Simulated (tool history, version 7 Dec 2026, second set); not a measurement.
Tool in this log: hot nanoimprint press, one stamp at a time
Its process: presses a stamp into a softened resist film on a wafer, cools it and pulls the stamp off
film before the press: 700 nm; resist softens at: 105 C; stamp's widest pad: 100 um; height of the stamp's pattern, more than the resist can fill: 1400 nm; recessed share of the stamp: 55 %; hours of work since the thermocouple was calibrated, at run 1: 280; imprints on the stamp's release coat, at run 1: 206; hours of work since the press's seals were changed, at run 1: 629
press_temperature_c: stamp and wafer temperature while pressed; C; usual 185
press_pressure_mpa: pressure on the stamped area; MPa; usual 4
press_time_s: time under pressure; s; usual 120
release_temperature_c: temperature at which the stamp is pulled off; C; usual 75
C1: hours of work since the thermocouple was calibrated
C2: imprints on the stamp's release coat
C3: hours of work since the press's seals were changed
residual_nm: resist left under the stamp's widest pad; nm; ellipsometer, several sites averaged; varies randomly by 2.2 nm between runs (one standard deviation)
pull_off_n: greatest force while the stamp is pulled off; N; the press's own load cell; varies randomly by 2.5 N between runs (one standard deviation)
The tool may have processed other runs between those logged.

run 1 hour=0 | press_temperature_c=185 press_pressure_mpa=4 press_time_s=120 release_temperature_c=75 | C1=280 C2=206 C3=629 | residual_nm=365.9 pull_off_n=147
run 2 hour=47.3 | press_temperature_c=185 press_pressure_mpa=4 press_time_s=120 release_temperature_c=75 | C1=309 C2=332 C3=658 | residual_nm=370 pull_off_n=146
run 3 hour=66.4 | press_temperature_c=185 press_pressure_mpa=4 press_time_s=120 release_temperature_c=75 | C1=321 C2=382 C3=670 | residual_nm=364.4 pull_off_n=145
run 4 hour=93.7 | press_temperature_c=185 press_pressure_mpa=3.69 press_time_s=120 release_temperature_c=75 | C1=339 C2=455 C3=688 | residual_nm=383.1 pull_off_n=148
run 5 hour=137.8 | press_temperature_c=185 press_pressure_mpa=4 press_time_s=120 release_temperature_c=75 | C1=366 C2=572 C3=715 | residual_nm=364.4 pull_off_n=146
run 6 hour=178.2 | press_temperature_c=185 press_pressure_mpa=4 press_time_s=120 release_temperature_c=75 | C1=391 C2=679 C3=740 | residual_nm=363.1 pull_off_n=148
run 7 hour=212.2 | press_temperature_c=185 press_pressure_mpa=4 press_time_s=120 release_temperature_c=75 | C1=413 C2=769 C3=762 | residual_nm=364.2 pull_off_n=144
run 8 hour=249.2 | press_temperature_c=185 press_pressure_mpa=4 press_time_s=120 release_temperature_c=75 | C1=436 C2=867 C3=785 | residual_nm=371.1 pull_off_n=152
-- hour=274.8 plate thermocouple calibrated
run 9 hour=291.8 | press_temperature_c=177 press_pressure_mpa=3.82 press_time_s=114 release_temperature_c=72 | C1=11 C2=972 C3=810 | residual_nm=443.6 pull_off_n=152
run 10 hour=323.9 | press_temperature_c=177 press_pressure_mpa=2.68 press_time_s=114 release_temperature_c=76 | C1=31 C2=1057 C3=830 | residual_nm=510 pull_off_n=150
run 11 hour=367.8 | press_temperature_c=186 press_pressure_mpa=4 press_time_s=120 release_temperature_c=61 | C1=58 C2=1173 C3=857 | residual_nm=356.8 pull_off_n=179
run 12 hour=399.8 | press_temperature_c=186 press_pressure_mpa=4 press_time_s=120 release_temperature_c=61 | C1=78 C2=1258 C3=877 | residual_nm=357.1 pull_off_n=177
run 13 hour=432.3 | press_temperature_c=196 press_pressure_mpa=4.15 press_time_s=80 release_temperature_c=79 | C1=99 C2=1344 C3=898 | residual_nm=332.2 pull_off_n=138
run 14 hour=454.1 | press_temperature_c=179 press_pressure_mpa=4.15 press_time_s=84 release_temperature_c=75 | C1=112 C2=1402 C3=911 | residual_nm=451.4 pull_off_n=148
run 15 hour=489.7 | press_temperature_c=185 press_pressure_mpa=4 press_time_s=120 release_temperature_c=63 | C1=135 C2=1496 C3=934 | residual_nm=365.6 pull_off_n=176
run 16 hour=513.8 | press_temperature_c=185 press_pressure_mpa=3.18 press_time_s=143 release_temperature_c=70 | C1=150 C2=1560 C3=949 | residual_nm=385.2 pull_off_n=162

Branching from run 16: 3 alternative next runs. What would each branch give?
run A hour=546.1 | press_temperature_c=185 press_pressure_mpa=4 press_time_s=91 release_temperature_c=75 | C1=170 C2=1645 C3=969 | residual_nm=? pull_off_n=?
run B hour=546.1 | press_temperature_c=184 press_pressure_mpa=2.74 press_time_s=127 release_temperature_c=70 | C1=170 C2=1645 C3=969 | residual_nm=? pull_off_n=?
run C hour=546.1 | press_temperature_c=185 press_pressure_mpa=4 press_time_s=120 release_temperature_c=83 | C1=170 C2=1645 C3=969 | residual_nm=? pull_off_n=?

run=A residual_nm=400 pull_off_n=146
run=B residual_nm=437.2 pull_off_n=164
run=C residual_nm=365.6 pull_off_n=131
What these runs would have given with no unlogged condition in the tool:
run=A residual_nm=399 pull_off_n=144
run=B residual_nm=436.3 pull_off_n=162
run=C residual_nm=364.6 pull_off_n=130

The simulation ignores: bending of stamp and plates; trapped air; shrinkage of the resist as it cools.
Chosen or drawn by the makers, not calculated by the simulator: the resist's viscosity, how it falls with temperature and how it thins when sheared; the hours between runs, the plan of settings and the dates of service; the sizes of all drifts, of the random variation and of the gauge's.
